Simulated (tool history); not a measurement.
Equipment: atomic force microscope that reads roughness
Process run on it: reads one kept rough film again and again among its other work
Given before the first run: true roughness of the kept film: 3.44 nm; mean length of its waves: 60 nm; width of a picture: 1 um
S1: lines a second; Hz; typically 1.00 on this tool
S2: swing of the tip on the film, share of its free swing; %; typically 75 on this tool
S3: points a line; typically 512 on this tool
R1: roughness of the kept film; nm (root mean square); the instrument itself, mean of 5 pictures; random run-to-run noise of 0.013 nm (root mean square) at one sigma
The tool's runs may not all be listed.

run	hour	S1	S2	S3	R1
1	0.0	1.00	75	512	3.066
2	27.1	1.00	75	748	3.021
3	49.1	1.00	75	512	3.032
4	72.5	1.00	75	512	2.945
5	106.8	1.00	75	320	2.888
6	131.6	1.00	75	512	2.861
# hour 139.7: new tip fitted
7	153.8	1.00	75	512	3.067
8	171.3	1.00	75	512	3.028
9	197.7	1.00	75	298	3.011
10	223.8	1.00	75	298	2.968
11	260.2	1.00	75	445	2.893
# hour 289.8: new tip fitted
12	296.9	1.00	75	445	3.085
13	316.2	1.00	75	445	3.039
14	333.6	1.00	75	445	3.017
15	363.8	1.00	75	315	2.953
16	393.9	1.00	75	815	2.915
17	414.1	1.00	75	815	2.875
# hour 439.1: new tip fitted
18	443.7	1.00	75	642	3.082
19	470.1	1.00	75	512	3.044
20	506.6	0.83	75	512	3.024
21	522.6	0.83	75	512	2.988
22	556.1	0.83	75	479	2.934
23	583.2	1.00	75	512	2.883
# hour 588.4: new tip fitted
24	614.7	1.00	75	512	3.036
25	647.4	1.00	75	512	2.981
26	675.3	1.00	75	512	2.926
27	702.9	2.51	89	448	2.313
28	721.6	2.51	56	448	2.914
# hour 737.6: new tip fitted
29	751.1	3.76	79	894	2.473
30	768.9	3.76	79	894	2.456
31	799.9	1.52	79	481	2.820
32	820.2	0.61	74	512	3.039
33	845.3	1.16	83	895	2.803
34	873.6	3.38	85	512	2.232
# hour 886.7: new tip fitted
35	902.5	1.39	69	890	3.072
36	922.3	1.39	71	871	2.987
37	939.8	1.29	75	512	2.922
38	966.0	2.57	86	399	2.411
39	980.6	1.36	73	512	2.900
40	1011.7	0.73	70	537	2.966
# hour 1036.1: new tip fitted
41	1036.1	3.49	67	319	2.852
42	1067.9	3.49	67	319	2.808
43	1099.9	3.49	67	319	2.747
44	1129.2	3.49	67	319	2.705
45	1152.4	0.81	67	747	2.987
46	1168.9	1.14	85	775	2.713
# hour 1187.0: new tip fitted
47	1204.6	1.49	55	273	3.169
48	1235.0	0.95	75	564	3.020
49	1270.5	0.95	75	564	2.971
50	1288.1	0.95	75	564	2.930
51	1321.7	0.66	72	391	2.948
# hour 1337.0: new tip fitted
52	1354.6	0.66	72	391	3.152

Below are 5 alternative next runs, each starting from the tool's condition after run 52. Predict each:
A	1389.3	1.61	72	391	?
B	1389.3	1.23	57	498	?
C	1389.3	1.70	63	391	?
D	1389.3	0.60	56	955	?
E	1389.3	2.01	62	737	?

run	R1
A	2.897
B	3.131
C	3.032
D	3.162
E	3.028
Without the tool's hidden state the same runs would have given:
run	R1
A	2.993
B	3.235
C	3.133
D	3.267
E	3.129
